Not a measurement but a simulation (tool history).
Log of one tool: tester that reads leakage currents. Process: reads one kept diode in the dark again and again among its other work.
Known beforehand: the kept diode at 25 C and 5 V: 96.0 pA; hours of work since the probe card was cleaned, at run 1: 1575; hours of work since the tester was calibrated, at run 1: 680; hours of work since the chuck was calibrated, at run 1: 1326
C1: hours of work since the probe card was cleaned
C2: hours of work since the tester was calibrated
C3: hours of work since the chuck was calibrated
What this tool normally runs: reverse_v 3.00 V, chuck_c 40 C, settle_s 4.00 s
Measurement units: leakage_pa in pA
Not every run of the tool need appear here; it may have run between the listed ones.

Run 1, hour 0.0: usual settings; C1 1575; C2 680; C3 1326. Result: leakage_pa 222.14 pA.
Run 2, hour 17.0: usual settings; C1 1587; C2 692; C3 1338. Result: leakage_pa 220.53 pA.
Run 3, hour 45.4: usual settings; C1 1606; C2 711; C3 1357. Result: leakage_pa 221.66 pA.
Run 4, hour 76.8: usual settings; C1 1627; C2 732; C3 1378. Result: leakage_pa 220.75 pA.
Run 5, hour 101.3: usual settings; C1 1644; C2 748; C3 1395. Result: leakage_pa 220.41 pA.
Run 6, hour 118.6: usual settings but chuck_c 26 C; C1 1655; C2 760; C3 1406. Result: leakage_pa 77.42 pA.
Run 7, hour 148.2: usual settings but chuck_c 26 C; C1 1675; C2 780; C3 1426. Result: leakage_pa 77.24 pA.
Run 8, hour 163.1: usual settings but chuck_c 26 C; C1 1685; C2 790; C3 1436. Result: leakage_pa 77.05 pA.
Run 9, hour 195.2: usual settings but chuck_c 26 C; C1 1707; C2 812; C3 1458. Result: leakage_pa 76.76 pA.
Run 10, hour 220.4: usual settings but chuck_c 26 C; C1 1724; C2 829; C3 1475. Result: leakage_pa 77.60 pA.
Run 11, hour 248.5: usual settings but chuck_c 26 C; C1 1743; C2 848; C3 1494. Result: leakage_pa 77.24 pA.
Run 12, hour 268.3: usual settings; C1 1756; C2 861; C3 1507. Result: leakage_pa 219.13 pA.
Run 13, hour 300.8: usual settings but reverse_v 13.31 V, settle_s 3.94 s; C1 1778; C2 883; C3 1529. Result: leakage_pa 472.60 pA.
Run 14, hour 327.2: usual settings but reverse_v 6.24 V, chuck_c 46 C, settle_s 2.52 s; C1 1796; C2 901; C3 1547. Result: leakage_pa 488.37 pA.
Run 15, hour 348.5: usual settings but reverse_v 6.24 V, chuck_c 46 C, settle_s 2.52 s; C1 1810; C2 915; C3 1561. Result: leakage_pa 489.53 pA.
Run 16, hour 382.0: usual settings but reverse_v 5.73 V, chuck_c 32 C, settle_s 0.73 s; C1 1833; C2 938; C3 1584. Result: leakage_pa 171.33 pA.
Run 17, hour 409.0: usual settings but reverse_v 1.67 V, chuck_c 35 C, settle_s 8.44 s; C1 1851; C2 956; C3 1602. Result: leakage_pa 112.04 pA.
Run 18, hour 432.4: usual settings but reverse_v 1.64 V, chuck_c 32 C; C1 1867; C2 971; C3 1618. Result: leakage_pa 89.41 pA.
Run 19, hour 446.1: usual settings but reverse_v 1.64 V, chuck_c 22 C, settle_s 4.52 s; C1 1876; C2 981; C3 1627. Result: leakage_pa 40.70 pA.
Run 20, hour 471.4: usual settings but reverse_v 11.28 V, chuck_c 21 C, settle_s 0.77 s; C1 1893; C2 998; C3 1644. Result: leakage_pa 108.58 pA.
Run 21, hour 490.3: usual settings but reverse_v 5.80 V, chuck_c 46 C, settle_s 0.31 s; C1 1906; C2 1010; C3 1657. Result: leakage_pa 474.03 pA.
Run 22, hour 509.9: usual settings but reverse_v 5.80 V, chuck_c 23 C, settle_s 0.31 s; C1 1919; C2 1024; C3 1670. Result: leakage_pa 90.95 pA.
Run 23, hour 538.5: usual settings but reverse_v 5.80 V, chuck_c 23 C, settle_s 1.47 s; C1 1938; C2 1043; C3 1689. Result: leakage_pa 86.24 pA.

What does the tool deliver on the next run?
Run 24, hour 552.2: usual settings but reverse_v 5.80 V, chuck_c 23 C, settle_s 1.47 s; C1 1947; C2 1052; C3 1698. Result: leakage_pa ?.

leakage_pa: 85.97 pA
If the tool had no hidden condition, the same run with the same run-to-run variation would have returned leakage_pa 89.02 pA.

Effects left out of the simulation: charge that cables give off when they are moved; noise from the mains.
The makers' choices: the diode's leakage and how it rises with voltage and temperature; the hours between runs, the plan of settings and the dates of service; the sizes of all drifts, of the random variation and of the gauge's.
